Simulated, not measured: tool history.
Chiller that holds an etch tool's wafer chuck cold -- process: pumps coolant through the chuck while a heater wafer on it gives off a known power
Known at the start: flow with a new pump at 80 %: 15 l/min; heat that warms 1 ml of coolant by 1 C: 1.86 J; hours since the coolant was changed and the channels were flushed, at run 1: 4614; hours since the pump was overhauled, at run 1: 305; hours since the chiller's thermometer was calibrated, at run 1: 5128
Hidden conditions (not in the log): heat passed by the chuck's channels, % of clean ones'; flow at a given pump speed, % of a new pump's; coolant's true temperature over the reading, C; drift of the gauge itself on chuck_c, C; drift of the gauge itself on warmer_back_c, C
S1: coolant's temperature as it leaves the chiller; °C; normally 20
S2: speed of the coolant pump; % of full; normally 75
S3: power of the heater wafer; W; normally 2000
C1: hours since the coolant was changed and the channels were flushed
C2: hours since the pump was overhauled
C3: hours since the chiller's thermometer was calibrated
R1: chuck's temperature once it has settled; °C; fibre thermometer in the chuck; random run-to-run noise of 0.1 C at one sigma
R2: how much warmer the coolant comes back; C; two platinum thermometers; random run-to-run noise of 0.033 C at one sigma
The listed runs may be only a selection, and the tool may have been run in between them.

run   hour  S1  S2    S3    C1    C2    C3    R1    R2
  1      0  20  75  2000  4614   305  5128  33.8  4.65
  2   20.5  20  75  2000  4634   326  5148  33.9  4.66
  3   37.9  11  75  2000  4652   343  5166  24.8  4.62
  4   62.1  11  75  2000  4676   367  5190    25  4.76
  5     87  11  75  2000  4701   392  5215  24.9  4.75
  6  110.1  11  75  2000  4724   415  5238    25  4.74
     143.4  -- chiller's thermometer calibrated
  7  143.4  11  75  2000  4756   448     0  24.8  4.77
  8  180.1  11  75  2000  4793   484    37  24.7  4.79
  9  217.9  20  75  2000  4831   522    75  34.1  4.84
 10  244.6  20  75  2000  4857   549   101  34.1   4.9
 11  266.8  20  75  2000  4880   571   123    34  4.83
 12  287.3  20  75  2000  4900   591   144  33.9  4.84
 13  313.3  20  75  2000  4926   618   170  33.9  4.88
 14  349.5  20  75  2000  4962   654   206  33.6  4.98
 15  378.1  20  75  2000  4991   682   235  33.7  4.97
 16  396.4  20  75  2000  5009   701   253  33.7  4.98
 17  419.2  22  89  2486  5032   723   276  36.5  5.04
 18    436  18  61  1574  5049   740   293  31.5  4.99
 19  455.3  17  71  2079  5068   759   312  32.2  5.53
 20    473  17  71  1729  5086   777   330  29.7  4.69
 21  491.3  20  97  2000  5104   796   348  30.8  3.89
 22  525.2  20  65  2000  5138   829   382    36  5.91
     541.8  -- gauge calibrated
 23  544.6  28  71  2000  5157   849   401  42.6  4.95
 24  560.7  16  78  1106  5173   865   417  23.4  2.47
 25  586.3  10  86  1106  5199   891   443  16.6  2.25
 26  602.5  11  75  2458  5215   907   459    28  5.79
 27  638.6  20  96  2000  5251   943   495  30.8  3.56
 28  675.6  20  80  2000  5288   980   532  32.8  4.44
 29  692.3  29  77  1099  5305   997   549  36.4  2.65
 30  720.3  11  63  2000  5333  1025   577  27.3  5.77

Branching from run 30: 4 alternative next runs. What would each branch give?
  A  738.3  11  86  1795  5351  1042  595   ?   ?
  B  738.3  16  63  2000  5351  1042  595   ?   ?
  C  738.3  25  63  2000  5351  1042  595   ?   ?
  D  738.3  15  63  2000  5351  1042  595   ?   ?

run    R1    R2
  A  21.8  3.72
  B  32.5   5.8
  C  41.4  5.82
  D  31.4  5.82
With the hidden condition removed and each run's random variation left untouched, the same runs would have given:
run    R1    R2
  A  21.8  3.55
  B  32.5  5.62
  C  41.4  5.65
  D  31.4  5.64

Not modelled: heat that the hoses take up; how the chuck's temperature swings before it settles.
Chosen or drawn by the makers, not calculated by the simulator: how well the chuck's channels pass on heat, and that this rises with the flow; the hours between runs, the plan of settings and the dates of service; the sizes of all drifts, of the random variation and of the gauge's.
